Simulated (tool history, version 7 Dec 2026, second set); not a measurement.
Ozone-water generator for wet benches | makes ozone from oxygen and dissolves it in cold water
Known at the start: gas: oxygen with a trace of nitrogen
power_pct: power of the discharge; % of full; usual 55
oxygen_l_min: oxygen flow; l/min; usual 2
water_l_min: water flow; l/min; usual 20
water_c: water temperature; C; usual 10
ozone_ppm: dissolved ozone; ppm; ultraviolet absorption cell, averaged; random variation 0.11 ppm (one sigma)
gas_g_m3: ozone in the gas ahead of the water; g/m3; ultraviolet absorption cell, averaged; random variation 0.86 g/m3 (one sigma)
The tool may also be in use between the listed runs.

Run 1, day 0: usual settings. Result: ozone_ppm 9.1 ppm, gas_g_m3 140 g/m3.
Run 2, day 1.871: usual settings. Result: ozone_ppm 9 ppm, gas_g_m3 139 g/m3.
Run 3, day 4.812: usual settings. Result: ozone_ppm 9 ppm, gas_g_m3 140.4 g/m3.
Run 4, day 6.742: usual settings but oxygen_l_min 1.59 l/min. Result: ozone_ppm 8.3 ppm, gas_g_m3 154.8 g/m3.
Run 5, day 9.017: usual settings. Result: ozone_ppm 9.2 ppm, gas_g_m3 139.4 g/m3.
Run 6, day 12.438: usual settings. Result: ozone_ppm 8.9 ppm, gas_g_m3 139.5 g/m3.
Run 7, day 13.979: usual settings but water_c 7 C. Result: ozone_ppm 9.1 ppm, gas_g_m3 138.2 g/m3.
Run 8, day 15.846: usual settings but water_c 7 C. Result: ozone_ppm 9.1 ppm, gas_g_m3 138.4 g/m3.
Run 9, day 18.858: usual settings but water_l_min 12 l/min. Result: ozone_ppm 14.5 ppm, gas_g_m3 139.3 g/m3.
Run 10, day 21.217: usual settings but water_l_min 12 l/min. Result: ozone_ppm 14.5 ppm, gas_g_m3 140.1 g/m3.
Run 11, day 24.575: usual settings but water_l_min 12 l/min. Result: ozone_ppm 14.6 ppm, gas_g_m3 137.9 g/m3.
Run 12, day 27.65: usual settings but water_c 8 C. Result: ozone_ppm 9.2 ppm, gas_g_m3 140.4 g/m3.
Run 13, day 30.196: usual settings but water_l_min 18 l/min. Result: ozone_ppm 10.1 ppm, gas_g_m3 138.8 g/m3.
Run 14, day 33.338: usual settings but water_l_min 18 l/min. Result: ozone_ppm 10.2 ppm, gas_g_m3 138.4 g/m3.
Run 15, day 34.988: usual settings. Result: ozone_ppm 8.9 ppm, gas_g_m3 138.1 g/m3.
Run 16, day 38.346: usual settings but water_c 6 C. Result: ozone_ppm 9.3 ppm, gas_g_m3 139.5 g/m3.
Run 17, day 39.938: usual settings. Result: ozone_ppm 9.1 ppm, gas_g_m3 139.9 g/m3.
At day 40.667: water thermometer calibrated.
Run 18, day 41.671: usual settings but oxygen_l_min 2.77 l/min, water_l_min 19 l/min, water_c 13 C. Result: ozone_ppm 10.2 ppm, gas_g_m3 118.7 g/m3.
Run 19, day 43.833: usual settings but power_pct 69 % of full, water_l_min 26 l/min. Result: ozone_ppm 8.2 ppm, gas_g_m3 168.3 g/m3.
Run 20, day 46.725: usual settings but power_pct 69 % of full, oxygen_l_min 1.35 l/min, water_l_min 21 l/min. Result: ozone_ppm 8.8 ppm, gas_g_m3 201.6 g/m3.
Run 21, day 49.512: usual settings but power_pct 69 % of full, oxygen_l_min 1.35 l/min, water_l_min 21 l/min. Result: ozone_ppm 8.9 ppm, gas_g_m3 199.3 g/m3.
Run 22, day 50.912: usual settings but water_c 16 C. Result: ozone_ppm 8.6 ppm, gas_g_m3 139.6 g/m3.
Run 23, day 53.446: usual settings but water_c 16 C. Result: ozone_ppm 8.7 ppm, gas_g_m3 138.4 g/m3.
Run 24, day 56.108: usual settings but water_c 16 C. Result: ozone_ppm 8.5 ppm, gas_g_m3 137.7 g/m3.
Run 25, day 58.158: usual settings but water_c 16 C. Result: ozone_ppm 8.8 ppm, gas_g_m3 138.3 g/m3.
Run 26, day 60.029: usual settings but water_c 16 C. Result: ozone_ppm 8.5 ppm, gas_g_m3 139.6 g/m3.
Run 27, day 63.404: usual settings but water_c 16 C. Result: ozone_ppm 8.6 ppm, gas_g_m3 137.6 g/m3.
Run 28, day 65.617: usual settings. Result: ozone_ppm 9 ppm, gas_g_m3 137.2 g/m3.
Run 29, day 67.588: usual settings but power_pct 42 % of full, water_l_min 22 l/min. Result: ozone_ppm 6.5 ppm, gas_g_m3 109.5 g/m3.
Run 30, day 70.942: usual settings but power_pct 42 % of full, water_l_min 22 l/min. Result: ozone_ppm 6.5 ppm, gas_g_m3 110.8 g/m3.
Run 31, day 72.567: usual settings but power_pct 42 % of full, water_l_min 22 l/min. Result: ozone_ppm 6.6 ppm, gas_g_m3 110.6 g/m3.
Run 32, day 74.596: usual settings but power_pct 61 % of full, oxygen_l_min 1.18 l/min, water_l_min 16 l/min, water_c 6 C. Result: ozone_ppm 10.5 ppm, gas_g_m3 192.1 g/m3.
Run 33, day 77.275: usual settings but power_pct 56 % of full, oxygen_l_min 1.14 l/min, water_l_min 16 l/min, water_c 6 C. Result: ozone_ppm 9.4 ppm, gas_g_m3 183.6 g/m3.

Forecast each of these 3 alternatives for the next run:
Run A, day 79.9: usual settings but oxygen_l_min 1.6 l/min. Result: ozone_ppm ?, gas_g_m3 ?.
Run B, day 79.9: usual settings but power_pct 67 % of full, oxygen_l_min 2.21 l/min, water_l_min 31 l/min. Result: ozone_ppm ?, gas_g_m3 ?.
Run C, day 79.9: usual settings but power_pct 56 % of full, oxygen_l_min 2.14 l/min, water_l_min 28 l/min, water_c 17 C. Result: ozone_ppm ?, gas_g_m3 ?.

run  ozone_ppm  gas_g_m3
  A        8.2     152.9
  B          7       156
  C        6.4     136.6
Without the tool's hidden state the same runs would have given:
run  ozone_ppm  gas_g_m3
  A        8.2       153
  B          7     156.1
  C        6.4     136.6
